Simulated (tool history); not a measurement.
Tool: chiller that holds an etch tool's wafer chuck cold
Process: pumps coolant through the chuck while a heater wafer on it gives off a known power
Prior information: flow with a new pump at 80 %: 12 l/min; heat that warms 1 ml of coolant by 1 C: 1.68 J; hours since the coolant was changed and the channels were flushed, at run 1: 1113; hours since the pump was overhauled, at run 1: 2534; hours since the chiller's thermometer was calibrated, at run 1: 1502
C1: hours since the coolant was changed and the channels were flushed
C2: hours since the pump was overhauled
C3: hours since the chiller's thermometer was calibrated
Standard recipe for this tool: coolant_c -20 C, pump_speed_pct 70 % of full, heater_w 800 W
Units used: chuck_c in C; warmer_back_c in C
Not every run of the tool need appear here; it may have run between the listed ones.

Run 1, hour 0: usual settings; C1 1113; C2 2534; C3 1502. Result: chuck_c -13.51 C, warmer_back_c 2.89 C.
Run 2, hour 65: usual settings; C1 1178; C2 2599; C3 1567. Result: chuck_c -13.45 C, warmer_back_c 2.88 C.
Run 3, hour 114.3: usual settings; C1 1228; C2 2648; C3 1617. Result: chuck_c -13.55 C, warmer_back_c 2.85 C.
Run 4, hour 181.7: usual settings; C1 1295; C2 2716; C3 1684. Result: chuck_c -13.32 C, warmer_back_c 2.89 C.
Run 5, hour 277.1: usual settings; C1 1391; C2 2811; C3 1780. Result: chuck_c -13.33 C, warmer_back_c 2.87 C.
Run 6, hour 349.9: usual settings but pump_speed_pct 86 % of full; C1 1463; C2 2884; C3 1852. Result: chuck_c -14.44 C, warmer_back_c 2.28 C.
Run 7, hour 459.9: usual settings but coolant_c -10 C; C1 1573; C2 2994; C3 1962. Result: chuck_c -3.44 C, warmer_back_c 2.9 C.
Run 8, hour 535.2: usual settings but coolant_c -10 C; C1 1649; C2 3069; C3 2038. Result: chuck_c -3.38 C, warmer_back_c 2.87 C.
Run 9, hour 629.8: usual settings but coolant_c -12 C, pump_speed_pct 66 % of full, heater_w 544 W; C1 1743; C2 3164; C3 2132. Result: chuck_c -7.07 C, warmer_back_c 2.08 C.
At hour 641.2: coolant pump overhauled.
Run 10, hour 682.7: usual settings but coolant_c -12 C, pump_speed_pct 66 % of full, heater_w 544 W; C1 1791; C2 41; C3 2180. Result: chuck_c -7.02 C, warmer_back_c 2.15 C.
Run 11, hour 779.4: usual settings but coolant_c -24 C; C1 1888; C2 138; C3 2277. Result: chuck_c -17.23 C, warmer_back_c 2.95 C.
Run 12, hour 871.8: usual settings but coolant_c -24 C; C1 1980; C2 231; C3 2369. Result: chuck_c -17.11 C, warmer_back_c 2.99 C.
Run 13, hour 982.4: usual settings but coolant_c -24 C; C1 2091; C2 341; C3 2480. Result: chuck_c -17.04 C, warmer_back_c 2.97 C.
Run 14, hour 1040.6: usual settings but coolant_c -15 C, pump_speed_pct 91 % of full, heater_w 1067 W; C1 2149; C2 399; C3 2538. Result: chuck_c -7.86 C, warmer_back_c 2.96 C.
Run 15, hour 1101.4: usual settings but coolant_c -25 C, pump_speed_pct 63 % of full, heater_w 712 W; C1 2210; C2 460; C3 2599. Result: chuck_c -18.16 C, warmer_back_c 3 C.
Run 16, hour 1208.3: usual settings but coolant_c -12 C, pump_speed_pct 79 % of full, heater_w 1090 W; C1 2317; C2 567; C3 2706. Result: chuck_c -3.64 C, warmer_back_c 3.53 C.

Alternative continuations, all from the tool just after run 16; predict every row:
At hour 1303.4: coolant pump overhauled, once more.
Run A, hour 1303.4: usual settings but heater_w 432 W; C1 2407; C2 0; C3 2796. Result: chuck_c ?, warmer_back_c ?.
At hour 1303.4: coolant pump overhauled, once more.
Run B, hour 1303.4: usual settings but coolant_c -12 C, pump_speed_pct 79 % of full, heater_w 778 W; C1 2407; C2 0; C3 2796. Result: chuck_c ?, warmer_back_c ?.
At hour 1303.4: coolant pump overhauled, once more.
Run C, hour 1303.4: usual settings but coolant_c -19 C, pump_speed_pct 64 % of full, heater_w 634 W; C1 2407; C2 0; C3 2796. Result: chuck_c ?, warmer_back_c ?.
At hour 1303.4: coolant pump overhauled, once more.
Run D, hour 1303.4: usual settings but coolant_c -28 C, heater_w 691 W; C1 2407; C2 0; C3 2796. Result: chuck_c ?, warmer_back_c ?.
At hour 1303.4: coolant pump overhauled, once more.
Run E, hour 1303.4: usual settings but coolant_c -25 C, pump_speed_pct 87 % of full, heater_w 431 W; C1 2407; C2 0; C3 2796. Result: chuck_c ?, warmer_back_c ?.

run  chuck_c  warmer_back_c
  A    -16.1           1.53
  B    -6.26           2.32
  C   -13.26           2.43
  D   -22.29           2.34
  E   -21.79           1.17
Without the tool's unlogged condition, the same runs would have read:
run  chuck_c  warmer_back_c
  A   -16.67           1.53
  B    -6.88           2.32
  C   -13.89           2.42
  D   -22.92           2.33
  E   -22.33           1.17

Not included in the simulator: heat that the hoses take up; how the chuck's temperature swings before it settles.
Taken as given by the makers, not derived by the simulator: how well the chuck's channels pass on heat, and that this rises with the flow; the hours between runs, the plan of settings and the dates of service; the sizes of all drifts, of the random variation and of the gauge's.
